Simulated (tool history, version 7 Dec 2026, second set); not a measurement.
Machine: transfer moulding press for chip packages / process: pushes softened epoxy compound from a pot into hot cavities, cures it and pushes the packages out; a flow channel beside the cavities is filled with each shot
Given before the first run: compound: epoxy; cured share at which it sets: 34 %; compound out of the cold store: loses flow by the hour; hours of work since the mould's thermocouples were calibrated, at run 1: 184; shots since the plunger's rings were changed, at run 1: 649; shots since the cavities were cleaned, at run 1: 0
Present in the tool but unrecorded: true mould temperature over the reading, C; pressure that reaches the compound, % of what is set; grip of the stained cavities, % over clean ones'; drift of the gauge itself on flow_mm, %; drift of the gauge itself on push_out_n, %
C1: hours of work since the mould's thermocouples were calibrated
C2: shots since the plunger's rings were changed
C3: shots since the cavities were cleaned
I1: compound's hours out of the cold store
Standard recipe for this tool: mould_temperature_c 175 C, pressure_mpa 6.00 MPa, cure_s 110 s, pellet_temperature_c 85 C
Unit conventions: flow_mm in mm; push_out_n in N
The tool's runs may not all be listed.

Run 1, hour 0.0: usual settings; C1 184; C2 649; C3 0; I1 30.7. Result: flow_mm 639 mm, push_out_n 559 N.
Run 2, hour 12.0: usual settings but pellet_temperature_c 79 C; C1 190; C2 747; C3 98; I1 11.7. Result: flow_mm 722 mm, push_out_n 662 N.
Run 3, hour 21.5: usual settings but pressure_mpa 5.07 MPa; C1 195; C2 825; C3 176; I1 39.5. Result: flow_mm 562 mm, push_out_n 611 N.
Run 4, hour 31.7: usual settings but pressure_mpa 5.07 MPa; C1 200; C2 909; C3 260; I1 35.6. Result: flow_mm 572 mm, push_out_n 682 N.
Run 5, hour 45.4: usual settings but pressure_mpa 6.27 MPa; C1 207; C2 1021; C3 372; I1 11.8. Result: flow_mm 754 mm, push_out_n 749 N.
Run 6, hour 62.8: usual settings but pressure_mpa 6.27 MPa; C1 215; C2 1164; C3 515; I1 35.9. Result: flow_mm 614 mm, push_out_n 740 N.
Run 7, hour 74.5: usual settings but pellet_temperature_c 89 C; C1 221; C2 1260; C3 611; I1 32.8. Result: flow_mm 630 mm, push_out_n 778 N.
Run 8, hour 84.0: usual settings but pressure_mpa 5.24 MPa; C1 226; C2 1338; C3 689; I1 21.7. Result: flow_mm 637 mm, push_out_n 845 N.
Run 9, hour 91.6: usual settings but pressure_mpa 5.24 MPa; C1 229; C2 1401; C3 752; I1 36.5. Result: flow_mm 571 mm, push_out_n 768 N.
At hour 94.1: cavities cleaned with cleaning compound and waxed.
Run 10, hour 103.0: usual settings; C1 234; C2 1482; C3 73; I1 10.7. Result: flow_mm 727 mm, push_out_n 648 N.
Run 11, hour 115.3: usual settings; C1 240; C2 1583; C3 174; I1 16.0. Result: flow_mm 693 mm, push_out_n 691 N.
Run 12, hour 126.6: usual settings but mould_temperature_c 179 C; C1 246; C2 1675; C3 266; I1 15.1. Result: flow_mm 695 mm, push_out_n 588 N.
Run 13, hour 142.2: usual settings but mould_temperature_c 179 C; C1 254; C2 1804; C3 395; I1 34.5. Result: flow_mm 618 mm, push_out_n 616 N.
Run 14, hour 158.3: usual settings but pellet_temperature_c 91 C; C1 262; C2 1935; C3 526; I1 16.7. Result: flow_mm 697 mm, push_out_n 803 N.
Run 15, hour 170.3: usual settings but pellet_temperature_c 91 C; C1 267; C2 2035; C3 626; I1 15.4. Result: flow_mm 700 mm, push_out_n 796 N.
Run 16, hour 184.2: usual settings but pellet_temperature_c 91 C; C1 274; C2 2148; C3 739; I1 47.6. Result: flow_mm 552 mm, push_out_n 776 N.
At hour 188.5: cavities cleaned with cleaning compound and waxed.
Run 17, hour 202.8: usual settings but mould_temperature_c 170 C, cure_s 100 s, pellet_temperature_c 91 C; C1 283; C2 2288; C3 117; I1 40.6. Result: flow_mm 584 mm, push_out_n 944 N.
Run 18, hour 220.5: usual settings but mould_temperature_c 171 C, pressure_mpa 6.14 MPa, cure_s 126 s, pellet_temperature_c 78 C; C1 292; C2 2434; C3 263; I1 14.9. Result: flow_mm 710 mm, push_out_n 714 N.
Run 19, hour 233.7: usual settings but pressure_mpa 6.89 MPa; C1 298; C2 2542; C3 371; I1 22.8. Result: flow_mm 694 mm, push_out_n 740 N.
Run 20, hour 241.0: usual settings but pressure_mpa 6.76 MPa; C1 302; C2 2602; C3 431; I1 20.4. Result: flow_mm 704 mm, push_out_n 797 N.
Run 21, hour 251.0: usual settings but pressure_mpa 6.76 MPa, cure_s 145 s; C1 307; C2 2684; C3 513; I1 20.6. Result: flow_mm 694 mm, push_out_n 569 N.
Run 22, hour 262.2: usual settings but mould_temperature_c 169 C, pressure_mpa 4.88 MPa, cure_s 145 s; C1 312; C2 2776; C3 605; I1 37.9. Result: flow_mm 528 mm, push_out_n 694 N.
Run 23, hour 276.3: usual settings but pellet_temperature_c 80 C; C1 319; C2 2892; C3 721; I1 17.5. Result: flow_mm 671 mm, push_out_n 857 N.
At hour 283.3: cavities cleaned with cleaning compound and waxed.
Run 24, hour 287.7: usual settings but mould_temperature_c 172 C, pressure_mpa 6.59 MPa, cure_s 96 s, pellet_temperature_c 90 C; C1 324; C2 2973; C3 36; I1 38.9. Result: flow_mm 601 mm, push_out_n 880 N.
Run 25, hour 301.5: usual settings but mould_temperature_c 181 C, pressure_mpa 5.82 MPa, cure_s 135 s, pellet_temperature_c 93 C; C1 331; C2 3086; C3 149; I1 30.9. Result: flow_mm 590 mm, push_out_n 437 N.
Run 26, hour 312.1: usual settings but pressure_mpa 5.92 MPa, cure_s 140 s; C1 336; C2 3173; C3 236; I1 36.9. Result: flow_mm 576 mm, push_out_n 519 N.
Run 27, hour 326.7: usual settings but mould_temperature_c 168 C, cure_s 91 s, pellet_temperature_c 75 C; C1 343; C2 3293; C3 356; I1 13.7. Result: flow_mm 699 mm, push_out_n 1867 N.
At hour 344.0: plunger's sealing rings changed.
Run 28, hour 345.4: usual settings but mould_temperature_c 170 C, cure_s 91 s, pellet_temperature_c 93 C; C1 351; C2 12; C3 490; I1 21.8. Result: flow_mm 693 mm, push_out_n 1680 N.

Forecast each of these 3 alternatives for the next run:
Run A, hour 360.3: usual settings but mould_temperature_c 177 C, cure_s 105 s, pellet_temperature_c 91 C; C1 359; C2 133; C3 611; I1 9.4. Result: flow_mm ?, push_out_n ?.
Run B, hour 360.3: usual settings but cure_s 103 s, pellet_temperature_c 80 C; C1 359; C2 133; C3 611; I1 8.7. Result: flow_mm ?, push_out_n ?.
Run C, hour 360.3: usual settings but mould_temperature_c 171 C, cure_s 91 s, pellet_temperature_c 93 C; C1 359; C2 133; C3 611; I1 44.0. Result: flow_mm ?, push_out_n ?.

run  flow_mm  push_out_n
  A      739         843
  B      754        1001
  C      594        1405
With the hidden condition removed and each run's random variation left untouched, the same runs would have given:
run  flow_mm  push_out_n
  A      742         598
  B      758         714
  C      597         996
